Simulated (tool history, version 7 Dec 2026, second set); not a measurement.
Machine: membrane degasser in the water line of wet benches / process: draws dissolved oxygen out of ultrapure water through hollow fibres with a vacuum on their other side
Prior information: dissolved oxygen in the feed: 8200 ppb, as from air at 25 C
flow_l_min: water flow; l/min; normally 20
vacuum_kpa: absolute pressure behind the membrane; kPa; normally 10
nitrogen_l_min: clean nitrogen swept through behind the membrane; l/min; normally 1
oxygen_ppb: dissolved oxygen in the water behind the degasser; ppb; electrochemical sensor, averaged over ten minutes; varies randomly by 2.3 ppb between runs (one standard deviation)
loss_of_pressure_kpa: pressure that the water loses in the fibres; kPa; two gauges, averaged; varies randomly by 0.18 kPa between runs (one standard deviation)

run 1 hour=0 | flow_l_min=20 vacuum_kpa=10 nitrogen_l_min=1 | oxygen_ppb=308.8 loss_of_pressure_kpa=33.84
run 2 hour=66 | flow_l_min=20 vacuum_kpa=10 nitrogen_l_min=0.4 | oxygen_ppb=649.1 loss_of_pressure_kpa=33.78
run 3 hour=129.3 | flow_l_min=20 vacuum_kpa=10 nitrogen_l_min=0.4 | oxygen_ppb=638.7 loss_of_pressure_kpa=33.93
run 4 hour=193.5 | flow_l_min=12 vacuum_kpa=10 nitrogen_l_min=1 | oxygen_ppb=198 loss_of_pressure_kpa=20.37
run 5 hour=254.6 | flow_l_min=12 vacuum_kpa=10 nitrogen_l_min=1 | oxygen_ppb=198.2 loss_of_pressure_kpa=20.53
run 6 hour=320.6 | flow_l_min=20 vacuum_kpa=10 nitrogen_l_min=1 | oxygen_ppb=315.5 loss_of_pressure_kpa=34.13
run 7 hour=382.3 | flow_l_min=20 vacuum_kpa=10 nitrogen_l_min=1 | oxygen_ppb=319.1 loss_of_pressure_kpa=34.12
run 8 hour=431.4 | flow_l_min=20 vacuum_kpa=10 nitrogen_l_min=1 | oxygen_ppb=314.4 loss_of_pressure_kpa=34.29
-- hour=447.9 vacuum gauge calibrated
run 9 hour=496.3 | flow_l_min=20 vacuum_kpa=10 nitrogen_l_min=1 | oxygen_ppb=302.9 loss_of_pressure_kpa=33.99
run 10 hour=549.9 | flow_l_min=20 vacuum_kpa=12.6 nitrogen_l_min=1 | oxygen_ppb=410 loss_of_pressure_kpa=34.31
run 11 hour=616.8 | flow_l_min=20 vacuum_kpa=12.6 nitrogen_l_min=1 | oxygen_ppb=410.5 loss_of_pressure_kpa=34.18
run 12 hour=671.9 | flow_l_min=20 vacuum_kpa=12.6 nitrogen_l_min=1 | oxygen_ppb=413.4 loss_of_pressure_kpa=34.22
run 13 hour=721.9 | flow_l_min=20 vacuum_kpa=12.6 nitrogen_l_min=1 | oxygen_ppb=416.3 loss_of_pressure_kpa=34.32
run 14 hour=770.8 | flow_l_min=20 vacuum_kpa=12.6 nitrogen_l_min=1 | oxygen_ppb=409.9 loss_of_pressure_kpa=34.17
run 15 hour=813.5 | flow_l_min=20 vacuum_kpa=12.6 nitrogen_l_min=1 | oxygen_ppb=412 loss_of_pressure_kpa=34.27
run 16 hour=869.8 | flow_l_min=20 vacuum_kpa=12.6 nitrogen_l_min=0.68 | oxygen_ppb=569.7 loss_of_pressure_kpa=34.46
run 17 hour=918.3 | flow_l_min=20 vacuum_kpa=6.9 nitrogen_l_min=1 | oxygen_ppb=171.6 loss_of_pressure_kpa=34.27
run 18 hour=973 | flow_l_min=20 vacuum_kpa=6.9 nitrogen_l_min=1 | oxygen_ppb=171.7 loss_of_pressure_kpa=34.06
run 19 hour=1016.2 | flow_l_min=25 vacuum_kpa=16.6 nitrogen_l_min=1.12 | oxygen_ppb=630.3 loss_of_pressure_kpa=42.94
run 20 hour=1063.9 | flow_l_min=23 vacuum_kpa=20.3 nitrogen_l_min=0.55 | oxygen_ppb=1271.8 loss_of_pressure_kpa=39.57
run 21 hour=1126.6 | flow_l_min=23 vacuum_kpa=7.9 nitrogen_l_min=0.55 | oxygen_ppb=386.5 loss_of_pressure_kpa=39.68
run 22 hour=1195.5 | flow_l_min=30 vacuum_kpa=7.9 nitrogen_l_min=0.55 | oxygen_ppb=488.7 loss_of_pressure_kpa=51.32
run 23 hour=1249.6 | flow_l_min=24 vacuum_kpa=7 nitrogen_l_min=1.51 | oxygen_ppb=153.7 loss_of_pressure_kpa=41.35
run 24 hour=1296 | flow_l_min=24 vacuum_kpa=16.1 nitrogen_l_min=0.69 | oxygen_ppb=861.8 loss_of_pressure_kpa=41.42
run 25 hour=1354.1 | flow_l_min=20 vacuum_kpa=10 nitrogen_l_min=0.65 | oxygen_ppb=437.2 loss_of_pressure_kpa=34.53
run 26 hour=1399.8 | flow_l_min=27 vacuum_kpa=15.8 nitrogen_l_min=0.65 | oxygen_ppb=961.9 loss_of_pressure_kpa=46.77
run 27 hour=1431.7 | flow_l_min=20 vacuum_kpa=10 nitrogen_l_min=1.25 | oxygen_ppb=252.2 loss_of_pressure_kpa=34.36
run 28 hour=1495.7 | flow_l_min=20 vacuum_kpa=10 nitrogen_l_min=1.25 | oxygen_ppb=255.9 loss_of_pressure_kpa=34.27
run 29 hour=1547.8 | flow_l_min=13 vacuum_kpa=23.4 nitrogen_l_min=1.22 | oxygen_ppb=498.1 loss_of_pressure_kpa=22.53
run 30 hour=1581.5 | flow_l_min=13 vacuum_kpa=23.4 nitrogen_l_min=1.22 | oxygen_ppb=494.2 loss_of_pressure_kpa=22.33
run 31 hour=1616.7 | flow_l_min=13 vacuum_kpa=23.4 nitrogen_l_min=1.22 | oxygen_ppb=492.4 loss_of_pressure_kpa=22.19
run 32 hour=1661.1 | flow_l_min=13 vacuum_kpa=23.4 nitrogen_l_min=1.22 | oxygen_ppb=499.8 loss_of_pressure_kpa=22.45
run 33 hour=1696.4 | flow_l_min=15 vacuum_kpa=23.4 nitrogen_l_min=0.55 | oxygen_ppb=1077.2 loss_of_pressure_kpa=25.93

Below are 3 alternative next runs, each starting from the tool's condition after run 33. Predict each:
run A hour=1748.6 | flow_l_min=20 vacuum_kpa=6.3 nitrogen_l_min=1 | oxygen_ppb=? loss_of_pressure_kpa=?
run B hour=1748.6 | flow_l_min=14 vacuum_kpa=23.4 nitrogen_l_min=1.55 | oxygen_ppb=? loss_of_pressure_kpa=?
run C hour=1748.6 | flow_l_min=13 vacuum_kpa=8.7 nitrogen_l_min=1.78 | oxygen_ppb=? loss_of_pressure_kpa=?

run=A oxygen_ppb=149 loss_of_pressure_kpa=34.85
run=B oxygen_ppb=431 loss_of_pressure_kpa=24.04
run=C oxygen_ppb=102 loss_of_pressure_kpa=22.55
With the hidden condition removed and each run's random variation left untouched, the same runs would have given:
run=A oxygen_ppb=145 loss_of_pressure_kpa=33.78
run=B oxygen_ppb=419.7 loss_of_pressure_kpa=23.29
run=C oxygen_ppb=98.4 loss_of_pressure_kpa=21.85
